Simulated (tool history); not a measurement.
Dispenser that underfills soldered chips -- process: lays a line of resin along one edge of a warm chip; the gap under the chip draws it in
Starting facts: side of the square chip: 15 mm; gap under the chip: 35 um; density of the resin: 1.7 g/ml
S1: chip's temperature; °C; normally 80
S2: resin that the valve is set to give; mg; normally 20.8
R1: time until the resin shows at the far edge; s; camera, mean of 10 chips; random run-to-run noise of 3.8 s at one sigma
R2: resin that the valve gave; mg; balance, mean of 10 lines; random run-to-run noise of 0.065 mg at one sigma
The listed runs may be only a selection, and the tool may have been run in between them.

run 1 hour=0.0 | S1=80 S2=20.8 | R1=533.9 R2=20.63
run 2 hour=7.9 | S1=80 S2=20.8 | R1=534.6 R2=20.77
run 3 hour=13.6 | S1=80 S2=20.8 | R1=459.8 R2=20.59
run 4 hour=19.9 | S1=79 S2=20.8 | R1=411.4 R2=20.57
run 5 hour=25.5 | S1=79 S2=20.8 | R1=582.7 R2=20.51
run 6 hour=30.9 | S1=77 S2=20.8 | R1=546.5 R2=20.50
run 7 hour=40.5 | S1=76 S2=20.8 | R1=607.3 R2=20.31
run 8 hour=45.8 | S1=91 S2=20.8 | R1=291.9 R2=20.34
run 9 hour=53.3 | S1=91 S2=20.8 | R1=282.1 R2=20.25
run 10 hour=61.1 | S1=80 S2=19.2 | R1=414.8 R2=18.75
run 11 hour=69.0 | S1=93 S2=23.2 | R1=247.1 R2=22.56
run 12 hour=75.7 | S1=80 S2=24.7 | R1=588.7 R2=24.01
run 13 hour=83.8 | S1=91 S2=26.0 | R1=395.5 R2=25.16
run 14 hour=93.3 | S1=78 S2=26.3 | R1=652.1 R2=26.27
run 15 hour=100.4 | S1=81 S2=20.8 | R1=542.5 R2=20.79
run 16 hour=105.3 | S1=81 S2=20.8 | R1=434.8 R2=20.80
run 17 hour=112.4 | S1=78 S2=25.6 | R1=445.3 R2=25.52
run 18 hour=118.2 | S1=77 S2=24.5 | R1=654.5 R2=24.38
run 19 hour=124.9 | S1=76 S2=24.7 | R1=618.1 R2=24.41
run 20 hour=131.1 | S1=85 S2=25.8 | R1=393.7 R2=25.46

Missing from the log above: 17 entries noted between runs. For each, name the pair of listed runs it sits between and say how the tool's hidden condition differs from the listed run just before to the listed run just after:
Run 1 -> run 2: new syringe of resin (hour 2.6)
  resin's viscosity, % of fresh resin's: 141 -> 137.9; dose that the valve gives, % of what is set: 99.52 -> 99.25; true chip temperature over the reading, C: -0.26 -> -0.29
  measured value less the no-hidden-state value, R1: +159.1 -> +151.4 s; R2: -0.10 -> -0.16 mg
Run 2 -> run 3: new syringe of resin (hour 11.3)
  resin's viscosity, % of fresh resin's: 137.9 -> 117.3; dose that the valve gives, % of what is set: 99.25 -> 99.05; true chip temperature over the reading, C: -0.29 -> -0.32
  measured value less the no-hidden-state value, R1: +151.4 -> +72.9 s; R2: -0.16 -> -0.20 mg
Run 3 -> run 4: new syringe of resin (hour 19.4)
  resin's viscosity, % of fresh resin's: 117.3 -> 102.9; dose that the valve gives, % of what is set: 99.05 -> 98.79; true chip temperature over the reading, C: -0.32 -> -0.35
  measured value less the no-hidden-state value, R1: +72.9 -> +17.4 s; R2: -0.20 -> -0.25 mg
Run 5 -> run 6: new syringe of resin (hour 27.4)
  resin's viscosity, % of fresh resin's: 145.5 -> 124.7; dose that the valve gives, % of what is set: 98.6 -> 98.41; true chip temperature over the reading, C: -0.37 -> -0.4
  measured value less the no-hidden-state value, R1: +188.6 -> +115.6 s; R2: -0.29 -> -0.33 mg
Run 6 -> run 7: new syringe of resin (hour 35.5)
  resin's viscosity, % of fresh resin's: 124.7 -> 132.9; dose that the valve gives, % of what is set: 98.41 -> 98.1; true chip temperature over the reading, C: -0.4 -> -0.44
  measured value less the no-hidden-state value, R1: +115.6 -> +159.0 s; R2: -0.33 -> -0.39 mg
Run 7 -> run 8: new syringe of resin (hour 44.0)
  resin's viscosity, % of fresh resin's: 132.9 -> 110.6; dose that the valve gives, % of what is set: 98.1 -> 97.91; true chip temperature over the reading, C: -0.44 -> -0.46
  measured value less the no-hidden-state value, R1: +159.0 -> +32.8 s; R2: -0.39 -> -0.43 mg
Run 8 -> run 9: new syringe of resin (hour 52.1)
  resin's viscosity, % of fresh resin's: 110.6 -> 108.8; dose that the valve gives, % of what is set: 97.91 -> 97.67; true chip temperature over the reading, C: -0.46 -> -0.49
  measured value less the no-hidden-state value, R1: +32.8 -> +28.1 s; R2: -0.43 -> -0.49 mg
Run 9 -> run 10: new syringe of resin (hour 60.4)
  resin's viscosity, % of fresh resin's: 108.8 -> 105.5; dose that the valve gives, % of what is set: 97.67 -> 97.39; true chip temperature over the reading, C: -0.49 -> -0.53
  measured value less the no-hidden-state value, R1: +28.1 -> +31.3 s; R2: -0.49 -> -0.51 mg
Run 10 -> run 11: new syringe of resin (hour 68.7)
  resin's viscosity, % of fresh resin's: 105.5 -> 101.3; dose that the valve gives, % of what is set: 97.39 -> 97.12; true chip temperature over the reading, C: -0.53 -> -0.56
  measured value less the no-hidden-state value, R1: +31.3 -> +8.3 s; R2: -0.51 -> -0.67 mg
Run 12 -> run 13: new syringe of resin (hour 77.5)
  resin's viscosity, % of fresh resin's: 153.3 -> 148.8; dose that the valve gives, % of what is set: 96.88 -> 96.63; true chip temperature over the reading, C: -0.6 -> -0.63
  measured value less the no-hidden-state value, R1: +213.7 -> +135.6 s; R2: -0.77 -> -0.88 mg
Run 13 -> run 14: new syringe of resin (hour 85.4); dispensing valve cleaned and set on the balance (hour 89.5)
  resin's viscosity, % of fresh resin's: 148.8 -> 155.2; dose that the valve gives, % of what is set: 96.63 -> 100; true chip temperature over the reading, C: -0.63 -> -0.67
  measured value less the no-hidden-state value, R1: +135.6 -> +241.9 s; R2: -0.88 -> +0.00 mg
Run 14 -> run 15: new syringe of resin (hour 94.6)
  resin's viscosity, % of fresh resin's: 155.2 -> 143.5; dose that the valve gives, % of what is set: 100 -> 99.73; true chip temperature over the reading, C: -0.67 -> -0.7
  measured value less the no-hidden-state value, R1: +241.9 -> +174.1 s; R2: +0.00 -> -0.05 mg
Run 15 -> run 16: new syringe of resin (hour 102.9)
  resin's viscosity, % of fresh resin's: 143.5 -> 116; dose that the valve gives, % of what is set: 99.73 -> 99.57; true chip temperature over the reading, C: -0.7 -> -0.72
  measured value less the no-hidden-state value, R1: +174.1 -> +69.8 s; R2: -0.05 -> -0.09 mg
Run 16 -> run 17: new syringe of resin (hour 111.5)
  resin's viscosity, % of fresh resin's: 116 -> 106.6; dose that the valve gives, % of what is set: 99.57 -> 99.31; true chip temperature over the reading, C: -0.72 -> -0.75
  measured value less the no-hidden-state value, R1: +69.8 -> +39.2 s; R2: -0.09 -> -0.17 mg
Run 18 -> run 19: new syringe of resin (hour 119.4)
  resin's viscosity, % of fresh resin's: 153.2 -> 138.9; dose that the valve gives, % of what is set: 99.1 -> 98.85; true chip temperature over the reading, C: -0.78 -> -0.81
  measured value less the no-hidden-state value, R1: +239.6 -> +186.6 s; R2: -0.23 -> -0.28 mg
Run 19 -> run 20: new syringe of resin (hour 128.2)
  resin's viscosity, % of fresh resin's: 138.9 -> 119.1; dose that the valve gives, % of what is set: 98.85 -> 98.66; true chip temperature over the reading, C: -0.81 -> -0.84
  measured value less the no-hidden-state value, R1: +186.6 -> +73.3 s; R2: -0.28 -> -0.35 mg
